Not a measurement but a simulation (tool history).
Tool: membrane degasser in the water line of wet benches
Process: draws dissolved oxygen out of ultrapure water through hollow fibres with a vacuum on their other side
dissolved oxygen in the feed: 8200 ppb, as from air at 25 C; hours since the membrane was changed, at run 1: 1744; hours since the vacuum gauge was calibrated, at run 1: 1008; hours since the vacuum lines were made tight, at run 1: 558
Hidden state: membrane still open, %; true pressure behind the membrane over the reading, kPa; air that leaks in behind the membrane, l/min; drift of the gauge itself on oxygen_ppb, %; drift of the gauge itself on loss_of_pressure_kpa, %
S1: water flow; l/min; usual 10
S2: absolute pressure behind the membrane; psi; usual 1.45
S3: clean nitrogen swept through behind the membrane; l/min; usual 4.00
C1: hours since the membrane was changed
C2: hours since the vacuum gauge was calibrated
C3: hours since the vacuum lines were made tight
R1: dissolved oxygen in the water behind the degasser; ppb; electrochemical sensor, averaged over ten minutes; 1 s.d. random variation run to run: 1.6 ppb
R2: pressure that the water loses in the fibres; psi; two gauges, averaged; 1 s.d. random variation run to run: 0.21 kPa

{"run": 1, "hour": 0.0, "S1": 10, "S2": 1.45, "S3": 4.0, "C1": 1744, "C2": 1008, "C3": 558, "R1": 161.1, "R2": 8.472}
{"run": 2, "hour": 29.6, "S1": 10, "S2": 1.45, "S3": 4.0, "C1": 1773, "C2": 1038, "C3": 588, "R1": 163.3, "R2": 8.491}
{"run": 3, "hour": 63.5, "S1": 11, "S2": 1.45, "S3": 4.0, "C1": 1807, "C2": 1072, "C3": 622, "R1": 193.0, "R2": 9.31}
{"run": 4, "hour": 90.9, "S1": 11, "S2": 1.45, "S3": 4.0, "C1": 1835, "C2": 1099, "C3": 649, "R1": 190.4, "R2": 9.285}
{"run": 5, "hour": 114.8, "S1": 11, "S2": 1.45, "S3": 4.0, "C1": 1859, "C2": 1123, "C3": 673, "R1": 193.8, "R2": 9.394}
{"run": 6, "hour": 157.0, "S1": 10, "S2": 1.45, "S3": 4.0, "C1": 1901, "C2": 1165, "C3": 715, "R1": 161.6, "R2": 8.499}
{"run": 7, "hour": 197.0, "S1": 10, "S2": 1.45, "S3": 4.0, "C1": 1941, "C2": 1205, "C3": 755, "R1": 163.9, "R2": 8.467}
{"run": 8, "hour": 238.4, "S1": 9, "S2": 1.45, "S3": 4.0, "C1": 1982, "C2": 1247, "C3": 797, "R1": 133.6, "R2": 7.687}
{"run": 9, "hour": 282.7, "S1": 10, "S2": 1.45, "S3": 4.75, "C1": 2027, "C2": 1291, "C3": 841, "R1": 155.8, "R2": 8.509}
{"run": 10, "hour": 321.5, "S1": 10, "S2": 1.45, "S3": 4.0, "C1": 2065, "C2": 1330, "C3": 880, "R1": 162.7, "R2": 8.496}
{"run": 11, "hour": 347.6, "S1": 10, "S2": 1.45, "S3": 4.0, "C1": 2091, "C2": 1356, "C3": 906, "R1": 160.6, "R2": 8.475}
{"run": 12, "hour": 376.2, "S1": 10, "S2": 1.45, "S3": 4.0, "C1": 2120, "C2": 1385, "C3": 934, "R1": 166.0, "R2": 8.444}
{"run": 13, "hour": 421.4, "S1": 9, "S2": 1.45, "S3": 4.0, "C1": 2165, "C2": 1430, "C3": 980, "R1": 133.8, "R2": 7.628}
{"run": 14, "hour": 465.1, "S1": 9, "S2": 1.45, "S3": 4.0, "C1": 2209, "C2": 1473, "C3": 1023, "R1": 131.6, "R2": 7.662}
{"run": 15, "hour": 500.3, "S1": 9, "S2": 1.45, "S3": 4.0, "C1": 2244, "C2": 1509, "C3": 1058, "R1": 133.8, "R2": 7.622}
{"run": 16, "hour": 539.9, "S1": 11, "S2": 2.19, "S3": 4.29, "C1": 2284, "C2": 1548, "C3": 1098, "R1": 225.4, "R2": 9.374}
{"run": 17, "hour": 564.0, "S1": 11, "S2": 2.19, "S3": 4.29, "C1": 2308, "C2": 1572, "C3": 1122, "R1": 225.6, "R2": 9.368}
{"run": 18, "hour": 583.1, "S1": 11, "S2": 2.19, "S3": 4.29, "C1": 2327, "C2": 1591, "C3": 1141, "R1": 226.8, "R2": 9.404}
{"run": 19, "hour": 620.5, "S1": 12, "S2": 1.16, "S3": 8.13, "C1": 2364, "C2": 1629, "C3": 1179, "R1": 198.3, "R2": 10.195}
{"run": 20, "hour": 663.3, "S1": 12, "S2": 1.16, "S3": 8.13, "C1": 2407, "C2": 1672, "C3": 1222, "R1": 197.8, "R2": 10.158}
{"run": 21, "hour": 693.2, "S1": 12, "S2": 1.16, "S3": 8.13, "C1": 2437, "C2": 1701, "C3": 1251, "R1": 197.5, "R2": 10.25}
{"run": 22, "hour": 739.3, "S1": 12, "S2": 1.16, "S3": 8.13, "C1": 2483, "C2": 1748, "C3": 1297, "R1": 198.9, "R2": 10.209}
{"run": 23, "hour": 759.5, "S1": 7, "S2": 2.77, "S3": 3.35, "C1": 2503, "C2": 1768, "C3": 1318, "R1": 134.8, "R2": 5.935}
{"run": 24, "hour": 792.8, "S1": 10, "S2": 1.45, "S3": 1.75, "C1": 2537, "C2": 1801, "C3": 1351, "R1": 219.2, "R2": 8.491}
{"run": 25, "hour": 836.7, "S1": 10, "S2": 1.39, "S3": 11.1, "C1": 2581, "C2": 1845, "C3": 1395, "R1": 137.7, "R2": 8.53}
{"run": 26, "hour": 877.3, "S1": 8, "S2": 2.99, "S3": 4.12, "C1": 2621, "C2": 1886, "C3": 1435, "R1": 161.2, "R2": 6.825}

4 ways to go on from here, each from the tool as it stands after run 26. What would each give?
{"run": "A", "hour": 903.1, "S1": 7, "S2": 2.99, "S3": 4.42, "C1": 2647, "C2": 1911, "C3": 1461, "R1": "?", "R2": "?"}
{"run": "B", "hour": 903.1, "S1": 10, "S2": 2.09, "S3": 4.0, "C1": 2647, "C2": 1911, "C3": 1461, "R1": "?", "R2": "?"}
{"run": "C", "hour": 903.1, "S1": 16, "S2": 2.77, "S3": 9.2, "C1": 2647, "C2": 1911, "C3": 1461, "R1": "?", "R2": "?"}
{"run": "D", "hour": 903.1, "S1": 10, "S2": 0.88, "S3": 4.0, "C1": 2647, "C2": 1911, "C3": 1461, "R1": "?", "R2": "?"}

run=A R1=120.9 R2=5.993
run=B R1=192.8 R2=8.512
run=C R1=373.5 R2=13.638
run=D R1=141.0 R2=8.522
Without the tool's unlogged condition, the same runs would have read:
run=A R1=113.8 R2=5.884
run=B R1=181.2 R2=8.357
run=C R1=353.9 R2=13.390
run=D R1=130.2 R2=8.366
